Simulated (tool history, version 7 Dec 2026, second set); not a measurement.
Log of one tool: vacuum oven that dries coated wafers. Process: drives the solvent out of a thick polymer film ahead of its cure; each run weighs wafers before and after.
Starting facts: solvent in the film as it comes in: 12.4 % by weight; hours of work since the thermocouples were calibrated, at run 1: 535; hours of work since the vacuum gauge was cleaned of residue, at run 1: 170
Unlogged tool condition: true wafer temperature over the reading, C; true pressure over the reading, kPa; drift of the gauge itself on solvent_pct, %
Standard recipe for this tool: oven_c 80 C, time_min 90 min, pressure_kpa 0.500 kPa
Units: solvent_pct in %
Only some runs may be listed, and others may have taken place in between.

run	hour	oven_c	time_min	pressure_kpa	hours of work since the thermocouples were calibrated	hours of work since the vacuum gauge was cleaned of residue	solvent_pct
1	0.0	80	90	0.500	535	170	2.99
2	15.0	80	90	0.500	542	176	3.02
3	23.5	80	90	0.500	545	180	3.18
4	34.0	80	90	0.500	550	185	3.11
5	49.0	80	90	0.500	557	191	2.93
6	57.6	80	90	0.500	560	195	2.94
7	73.1	80	90	0.500	567	202	3.02
8	80.7	80	90	0.500	570	205	3.01
9	88.7	80	90	0.500	574	209	2.95
10	100.7	80	90	0.500	579	214	3.06
11	116.4	80	90	0.500	586	221	3.08
12	126.8	80	90	0.500	590	225	3.07
13	136.4	80	90	0.500	595	229	3.12
14	147.4	80	90	0.500	599	234	3.06
15	160.5	80	90	0.500	605	240	3.13
16	176.2	80	90	0.500	612	247	3.02
17	192.5	84	90	0.500	619	254	2.02
18	202.7	84	90	0.500	624	258	2.10
19	215.4	76	90	0.500	629	264	4.17
20	226.1	76	90	0.500	634	269	4.15
21	238.9	76	90	0.500	639	274	4.26
22	251.2	83	45	0.823	645	280	4.92
23	258.2	79	115	0.500	648	283	2.58
24	266.1	87	46	0.261	651	286	3.16
25	276.6	74	46	0.261	656	291	6.71
26	283.3	83	54	0.500	659	294	3.90
27	291.3	76	90	0.378	662	297	4.08
28	303.8	84	90	1.421	668	302	3.00
29	312.4	84	90	1.421	672	306	3.14
30	326.8	79	90	0.369	678	313	3.17
31	340.6	90	59	0.303	684	319	1.77
32	351.9	89	71	0.352	689	323	1.52
33	364.3	88	146	0.352	694	329	0.54
34	376.2	88	49	0.780	699	334	3.15
35	390.4	88	49	0.780	706	340	3.14
36	398.7	73	113	0.500	709	344	4.37
37	414.7	67	48	0.558	716	351	8.44

3 ways to go on from here, each from the tool as it stands after run 37. What would each give?
A	422.8	71	90	0.500	720	354	?
B	422.8	67	89	0.766	720	354	?
C	422.8	67	95	0.497	720	354	?

run	solvent_pct
A	5.79
B	7.18
C	6.78
Take away the tool's hidden state, keep each run's random variation, and the runs would have read:
run	solvent_pct
A	5.25
B	6.69
C	6.27
